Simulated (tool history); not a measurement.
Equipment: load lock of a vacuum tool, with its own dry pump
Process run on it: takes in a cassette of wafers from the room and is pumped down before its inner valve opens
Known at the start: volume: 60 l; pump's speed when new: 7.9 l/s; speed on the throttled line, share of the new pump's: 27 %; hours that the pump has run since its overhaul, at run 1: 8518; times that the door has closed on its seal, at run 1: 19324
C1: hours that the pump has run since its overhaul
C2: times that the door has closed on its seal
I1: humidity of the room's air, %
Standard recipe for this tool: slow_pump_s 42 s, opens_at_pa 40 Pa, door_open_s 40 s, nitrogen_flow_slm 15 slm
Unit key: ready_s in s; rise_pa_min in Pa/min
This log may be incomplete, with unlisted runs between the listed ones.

{"run": 1, "day": 0.0, "slow_pump_s": 42, "opens_at_pa": 40, "door_open_s": 40, "nitrogen_flow_slm": 15, "C1": 8518, "C2": 19324, "I1": 44.7, "ready_s": 95.2, "rise_pa_min": 0.094}
{"run": 2, "day": 3.042, "slow_pump_s": 42, "opens_at_pa": 40, "door_open_s": 40, "nitrogen_flow_slm": 15, "C1": 8591, "C2": 19576, "I1": 46.8, "ready_s": 96.5, "rise_pa_min": 0.096}
{"run": 3, "day": 7.938, "slow_pump_s": 42, "opens_at_pa": 40, "door_open_s": 40, "nitrogen_flow_slm": 15, "C1": 8708, "C2": 19981, "I1": 44.4, "ready_s": 96.6, "rise_pa_min": 0.104}
{"run": 4, "day": 12.212, "slow_pump_s": 42, "opens_at_pa": 40, "door_open_s": 40, "nitrogen_flow_slm": 18, "C1": 8811, "C2": 20335, "I1": 47.6, "ready_s": 96.8, "rise_pa_min": 0.103}
{"run": 5, "day": 17.517, "slow_pump_s": 42, "opens_at_pa": 40, "door_open_s": 40, "nitrogen_flow_slm": 18, "C1": 8938, "C2": 20774, "I1": 45.0, "ready_s": 97.1, "rise_pa_min": 0.101}
{"run": 6, "day": 21.167, "slow_pump_s": 42, "opens_at_pa": 40, "door_open_s": 40, "nitrogen_flow_slm": 6, "C1": 9026, "C2": 21076, "I1": 45.9, "ready_s": 97.3, "rise_pa_min": 0.11}
{"run": 7, "day": 26.879, "slow_pump_s": 42, "opens_at_pa": 40, "door_open_s": 40, "nitrogen_flow_slm": 15, "C1": 9163, "C2": 21549, "I1": 44.9, "ready_s": 97.4, "rise_pa_min": 0.114}
{"run": 8, "day": 31.279, "slow_pump_s": 42, "opens_at_pa": 64, "door_open_s": 40, "nitrogen_flow_slm": 15, "C1": 9268, "C2": 21914, "I1": 41.2, "ready_s": 93.2, "rise_pa_min": 0.113}
{"run": 9, "day": 37.479, "slow_pump_s": 36, "opens_at_pa": 40, "door_open_s": 40, "nitrogen_flow_slm": 15, "C1": 9417, "C2": 22427, "I1": 41.8, "ready_s": 94.0, "rise_pa_min": 0.115}
{"run": 10, "day": 41.45, "slow_pump_s": 36, "opens_at_pa": 40, "door_open_s": 40, "nitrogen_flow_slm": 15, "C1": 9512, "C2": 22756, "I1": 44.8, "ready_s": 94.3, "rise_pa_min": 0.112}
{"run": 11, "day": 46.746, "slow_pump_s": 42, "opens_at_pa": 40, "door_open_s": 40, "nitrogen_flow_slm": 4, "C1": 9640, "C2": 23194, "I1": 47.1, "ready_s": 98.0, "rise_pa_min": 0.127}
{"run": 12, "day": 52.242, "slow_pump_s": 42, "opens_at_pa": 30, "door_open_s": 40, "nitrogen_flow_slm": 15, "C1": 9772, "C2": 23649, "I1": 43.3, "ready_s": 99.2, "rise_pa_min": 0.125}
{"run": 13, "day": 58.4, "slow_pump_s": 42, "opens_at_pa": 30, "door_open_s": 40, "nitrogen_flow_slm": 15, "C1": 9919, "C2": 24159, "I1": 45.5, "ready_s": 100.4, "rise_pa_min": 0.126}
{"run": 14, "day": 61.296, "slow_pump_s": 42, "opens_at_pa": 30, "door_open_s": 40, "nitrogen_flow_slm": 15, "C1": 9989, "C2": 24399, "I1": 44.8, "ready_s": 99.4, "rise_pa_min": 0.128}
{"run": 15, "day": 63.904, "slow_pump_s": 42, "opens_at_pa": 30, "door_open_s": 40, "nitrogen_flow_slm": 26, "C1": 10051, "C2": 24615, "I1": 44.7, "ready_s": 100.6, "rise_pa_min": 0.123}
{"run": 16, "day": 67.1, "slow_pump_s": 42, "opens_at_pa": 30, "door_open_s": 40, "nitrogen_flow_slm": 26, "C1": 10128, "C2": 24880, "I1": 42.0, "ready_s": 101.0, "rise_pa_min": 0.128}
{"run": 17, "day": 73.025, "slow_pump_s": 42, "opens_at_pa": 40, "door_open_s": 40, "nitrogen_flow_slm": 38, "C1": 10270, "C2": 25370, "I1": 42.6, "ready_s": 99.3, "rise_pa_min": 0.129}
{"run": 18, "day": 78.55, "slow_pump_s": 42, "opens_at_pa": 40, "door_open_s": 40, "nitrogen_flow_slm": 38, "C1": 10403, "C2": 25828, "I1": 44.0, "ready_s": 98.7, "rise_pa_min": 0.131}
{"run": 19, "day": 82.171, "slow_pump_s": 42, "opens_at_pa": 40, "door_open_s": 40, "nitrogen_flow_slm": 38, "C1": 10490, "C2": 26127, "I1": 44.2, "ready_s": 99.1, "rise_pa_min": 0.137}
{"run": 20, "day": 88.054, "slow_pump_s": 63, "opens_at_pa": 35, "door_open_s": 57, "nitrogen_flow_slm": 33, "C1": 10631, "C2": 26615, "I1": 43.9, "ready_s": 113.8, "rise_pa_min": 0.144}
{"run": 21, "day": 91.958, "slow_pump_s": 77, "opens_at_pa": 35, "door_open_s": 57, "nitrogen_flow_slm": 18, "C1": 10725, "C2": 26938, "I1": 45.0, "ready_s": 124.7, "rise_pa_min": 0.149}
{"run": 22, "day": 96.642, "slow_pump_s": 79, "opens_at_pa": 47, "door_open_s": 63, "nitrogen_flow_slm": 42, "C1": 10837, "C2": 27326, "I1": 41.9, "ready_s": 121.9, "rise_pa_min": 0.148}
{"run": 23, "day": 99.246, "slow_pump_s": 79, "opens_at_pa": 47, "door_open_s": 108, "nitrogen_flow_slm": 35, "C1": 10900, "C2": 27541, "I1": 45.3, "ready_s": 123.6, "rise_pa_min": 0.155}
{"run": 24, "day": 102.483, "slow_pump_s": 73, "opens_at_pa": 35, "door_open_s": 108, "nitrogen_flow_slm": 35, "C1": 10977, "C2": 27809, "I1": 43.0, "ready_s": 121.6, "rise_pa_min": 0.159}
{"run": 25, "day": 107.683, "slow_pump_s": 73, "opens_at_pa": 35, "door_open_s": 108, "nitrogen_flow_slm": 35, "C1": 11102, "C2": 28240, "I1": 45.3, "ready_s": 122.4, "rise_pa_min": 0.165}
{"run": 26, "day": 111.658, "slow_pump_s": 42, "opens_at_pa": 43, "door_open_s": 104, "nitrogen_flow_slm": 15, "C1": 11198, "C2": 28569, "I1": 46.7, "ready_s": 98.4, "rise_pa_min": 0.179}
{"run": 27, "day": 117.521, "slow_pump_s": 42, "opens_at_pa": 64, "door_open_s": 104, "nitrogen_flow_slm": 22, "C1": 11338, "C2": 29055, "I1": 44.5, "ready_s": 94.7, "rise_pa_min": 0.169}
{"run": 28, "day": 120.858, "slow_pump_s": 46, "opens_at_pa": 35, "door_open_s": 42, "nitrogen_flow_slm": 17, "C1": 11418, "C2": 29331, "I1": 42.6, "ready_s": 103.1, "rise_pa_min": 0.169}
{"run": 29, "day": 125.6, "slow_pump_s": 51, "opens_at_pa": 40, "door_open_s": 181, "nitrogen_flow_slm": 15, "C1": 11532, "C2": 29723, "I1": 42.8, "ready_s": 105.1, "rise_pa_min": 0.194}
{"run": 30, "day": 130.867, "slow_pump_s": 51, "opens_at_pa": 40, "door_open_s": 181, "nitrogen_flow_slm": 15, "C1": 11659, "C2": 30160, "I1": 46.0, "ready_s": 105.9, "rise_pa_min": 0.198}
{"run": 31, "day": 133.433, "slow_pump_s": 74, "opens_at_pa": 40, "door_open_s": 45, "nitrogen_flow_slm": 15, "C1": 11720, "C2": 30372, "I1": 42.4, "ready_s": 121.7, "rise_pa_min": 0.17}
{"run": 32, "day": 136.2, "slow_pump_s": 74, "opens_at_pa": 44, "door_open_s": 45, "nitrogen_flow_slm": 15, "C1": 11787, "C2": 30601, "I1": 47.8, "ready_s": 121.5, "rise_pa_min": 0.175}
{"run": 33, "day": 139.792, "slow_pump_s": 42, "opens_at_pa": 40, "door_open_s": 52, "nitrogen_flow_slm": 9, "C1": 11873, "C2": 30899, "I1": 43.0, "ready_s": 100.2, "rise_pa_min": 0.178}

Estimate the outcome of run 34 from the log above:
{"run": 34, "day": 146.0, "slow_pump_s": 38, "opens_at_pa": 40, "door_open_s": 52, "nitrogen_flow_slm": 25, "C1": 12022, "C2": 31413, "I1": 46.2, "ready_s": "?", "rise_pa_min": "?"}

ready_s: 96.5 s
rise_pa_min: 0.177 Pa/min
If the tool had no hidden condition, the same run with the same run-to-run variation would have returned ready_s 86.7 s, rise_pa_min 0.017 Pa/min.

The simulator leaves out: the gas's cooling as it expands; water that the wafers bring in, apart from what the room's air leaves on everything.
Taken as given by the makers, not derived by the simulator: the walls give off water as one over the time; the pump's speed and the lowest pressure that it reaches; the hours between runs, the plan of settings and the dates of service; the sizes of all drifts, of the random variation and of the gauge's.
